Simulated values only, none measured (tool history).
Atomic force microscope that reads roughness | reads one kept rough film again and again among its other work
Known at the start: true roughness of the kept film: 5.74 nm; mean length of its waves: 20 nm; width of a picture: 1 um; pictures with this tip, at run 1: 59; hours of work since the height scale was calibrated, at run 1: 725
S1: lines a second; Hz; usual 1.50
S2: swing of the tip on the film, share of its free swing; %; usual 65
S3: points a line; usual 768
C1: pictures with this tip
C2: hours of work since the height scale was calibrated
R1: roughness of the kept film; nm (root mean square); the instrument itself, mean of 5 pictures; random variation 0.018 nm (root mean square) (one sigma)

run,hour,S1,S2,S3,C1,C2,R1
1,0.0,1.50,65,768,59,725,4.042
2,46.0,1.50,65,737,139,751,3.800
3,88.0,1.50,65,737,211,776,3.548
# hour 120.0: new tip fitted
4,126.2,1.50,65,300,11,798,4.184
5,197.2,1.50,65,300,133,839,3.671
6,249.8,1.50,65,300,224,870,3.440
# hour 278.3: new tip fitted
7,330.6,1.50,65,300,91,917,3.826
8,392.6,3.81,84,429,198,953,3.081
# hour 400.3: height scale calibrated on a step standard
# hour 436.2: new tip fitted
9,458.5,3.81,88,677,39,34,3.506
10,499.0,3.81,88,677,109,57,3.261
11,540.2,3.81,88,677,180,81,3.083

Hidden state at the last listed run before each entry between runs and at the first one after, where it differs:
Between runs 3 and 4: new tip fitted (hour 120.0)
  radius of the tip, nm: 9.8 -> 5.3; height scale over the true one, %: -0.68 -> -0.69
  measured less the result without the state, R1: -0.789 -> -0.083 nm (root mean square)
Between runs 6 and 7: new tip fitted (hour 278.3)
  radius of the tip, nm: 10.2 -> 7.3; height scale over the true one, %: -0.75 -> -0.78
  measured less the result without the state, R1: -0.815 -> -0.417 nm (root mean square)
Between runs 8 and 9: height scale calibrated on a step standard (hour 400.3); new tip fitted (hour 436.2)
  radius of the tip, nm: 9.8 -> 6; height scale over the true one, %: -0.81 -> -1.25
  measured less the result without the state, R1: -0.686 -> -0.197 nm (root mean square)
